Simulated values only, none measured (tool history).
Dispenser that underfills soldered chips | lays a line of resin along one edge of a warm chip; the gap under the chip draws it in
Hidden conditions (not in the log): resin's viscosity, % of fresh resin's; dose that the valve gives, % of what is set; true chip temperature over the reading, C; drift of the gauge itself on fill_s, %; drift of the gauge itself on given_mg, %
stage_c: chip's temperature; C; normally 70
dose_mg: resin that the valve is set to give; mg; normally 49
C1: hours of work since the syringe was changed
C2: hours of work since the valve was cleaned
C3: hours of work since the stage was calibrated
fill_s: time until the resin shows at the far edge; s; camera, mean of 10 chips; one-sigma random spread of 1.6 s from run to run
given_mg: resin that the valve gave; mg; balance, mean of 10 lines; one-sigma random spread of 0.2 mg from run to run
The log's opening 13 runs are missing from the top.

{"hour": 149.4, "done": "new syringe of resin"}
{"run": 14, "hour": 150.1, "stage_c": 70, "dose_mg": 45.4, "C1": 0, "C2": 13, "C3": 401, "fill_s": 157.9, "given_mg": 44.87}
{"run": 15, "hour": 162.9, "stage_c": 70, "dose_mg": 45.4, "C1": 9, "C2": 21, "C3": 409, "fill_s": 222.5, "given_mg": 44.85}
{"hour": 166.3, "done": "new syringe of resin"}
{"run": 16, "hour": 170.9, "stage_c": 70, "dose_mg": 45.4, "C1": 3, "C2": 27, "C3": 414, "fill_s": 175, "given_mg": 44.25}
{"run": 17, "hour": 181.8, "stage_c": 70, "dose_mg": 43.6, "C1": 10, "C2": 34, "C3": 421, "fill_s": 237.6, "given_mg": 42.36}
{"hour": 182.9, "done": "new syringe of resin"}
{"run": 18, "hour": 193.7, "stage_c": 79, "dose_mg": 47.9, "C1": 7, "C2": 41, "C3": 429, "fill_s": 152.1, "given_mg": 46.36}
{"hour": 199.7, "done": "new syringe of resin"}
{"run": 19, "hour": 203.9, "stage_c": 79, "dose_mg": 47.9, "C1": 3, "C2": 48, "C3": 436, "fill_s": 130.2, "given_mg": 46.47}
{"run": 20, "hour": 210.6, "stage_c": 79, "dose_mg": 47.9, "C1": 7, "C2": 52, "C3": 440, "fill_s": 151.7, "given_mg": 45.83}
{"hour": 217.4, "done": "new syringe of resin"}
{"run": 21, "hour": 217.6, "stage_c": 81, "dose_mg": 51, "C1": 0, "C2": 57, "C3": 445, "fill_s": 104.1, "given_mg": 48.94}
{"run": 22, "hour": 227.0, "stage_c": 72, "dose_mg": 55.2, "C1": 6, "C2": 63, "C3": 451, "fill_s": 176.3, "given_mg": 52.65}
{"hour": 234.6, "done": "new syringe of resin"}
{"hour": 235.6, "done": "dispensing valve cleaned and set on the balance"}
{"run": 23, "hour": 238.0, "stage_c": 59, "dose_mg": 49.6, "C1": 2, "C2": 2, "C3": 457, "fill_s": 227.7, "given_mg": 49.56}
{"run": 24, "hour": 245.4, "stage_c": 59, "dose_mg": 49.6, "C1": 6, "C2": 6, "C3": 462, "fill_s": 272.8, "given_mg": 49.68}
{"hour": 252.7, "done": "new syringe of resin"}
{"run": 25, "hour": 255.3, "stage_c": 59, "dose_mg": 49.6, "C1": 2, "C2": 13, "C3": 468, "fill_s": 231.9, "given_mg": 49.04}
{"run": 26, "hour": 261.6, "stage_c": 76, "dose_mg": 58, "C1": 6, "C2": 17, "C3": 473, "fill_s": 152.3, "given_mg": 57.31}
{"hour": 269.8, "done": "new syringe of resin"}
{"run": 27, "hour": 272.8, "stage_c": 82, "dose_mg": 49, "C1": 2, "C2": 24, "C3": 480, "fill_s": 109, "given_mg": 48.14}
{"run": 28, "hour": 283.2, "stage_c": 75, "dose_mg": 48.9, "C1": 9, "C2": 31, "C3": 487, "fill_s": 179, "given_mg": 47.67}
{"hour": 287.5, "done": "new syringe of resin"}
{"run": 29, "hour": 297.5, "stage_c": 64, "dose_mg": 48.9, "C1": 7, "C2": 40, "C3": 496, "fill_s": 237.3, "given_mg": 47.45}
{"hour": 304.7, "done": "new syringe of resin"}
{"run": 30, "hour": 310.6, "stage_c": 72, "dose_mg": 49, "C1": 4, "C2": 49, "C3": 504, "fill_s": 165.8, "given_mg": 47.19}
{"run": 31, "hour": 317.0, "stage_c": 66, "dose_mg": 49.2, "C1": 8, "C2": 53, "C3": 509, "fill_s": 236.5, "given_mg": 47.17}
{"hour": 321.4, "done": "new syringe of resin"}
{"run": 32, "hour": 326.9, "stage_c": 70, "dose_mg": 56.7, "C1": 4, "C2": 59, "C3": 515, "fill_s": 171.5, "given_mg": 54.04}
{"run": 33, "hour": 333.6, "stage_c": 70, "dose_mg": 56.7, "C1": 8, "C2": 64, "C3": 519, "fill_s": 198.9, "given_mg": 53.34}
{"hour": 338.4, "done": "new syringe of resin"}
{"hour": 340.4, "done": "dispensing valve cleaned and set on the balance"}
{"run": 34, "hour": 341.4, "stage_c": 70, "dose_mg": 56.7, "C1": 1, "C2": 1, "C3": 524, "fill_s": 156.7, "given_mg": 56.32}

Forecast each of these 3 alternatives for the next run:
{"run": "A", "hour": 350.6, "stage_c": 65, "dose_mg": 54.1, "C1": 7, "C2": 7, "C3": 530, "fill_s": "?", "given_mg": "?"}
{"run": "B", "hour": 350.6, "stage_c": 72, "dose_mg": 44.2, "C1": 7, "C2": 7, "C3": 530, "fill_s": "?", "given_mg": "?"}
{"run": "C", "hour": 350.6, "stage_c": 80, "dose_mg": 49, "C1": 7, "C2": 7, "C3": 530, "fill_s": "?", "given_mg": "?"}

run=A fill_s=231.1 given_mg=53.48
run=B fill_s=196.4 given_mg=43.6
run=C fill_s=147.4 given_mg=48.98
With no hidden state in the tool, these same runs would have given:
run=A fill_s=177 given_mg=53.96
run=B fill_s=150.1 given_mg=43.99
run=C fill_s=112.4 given_mg=49.41
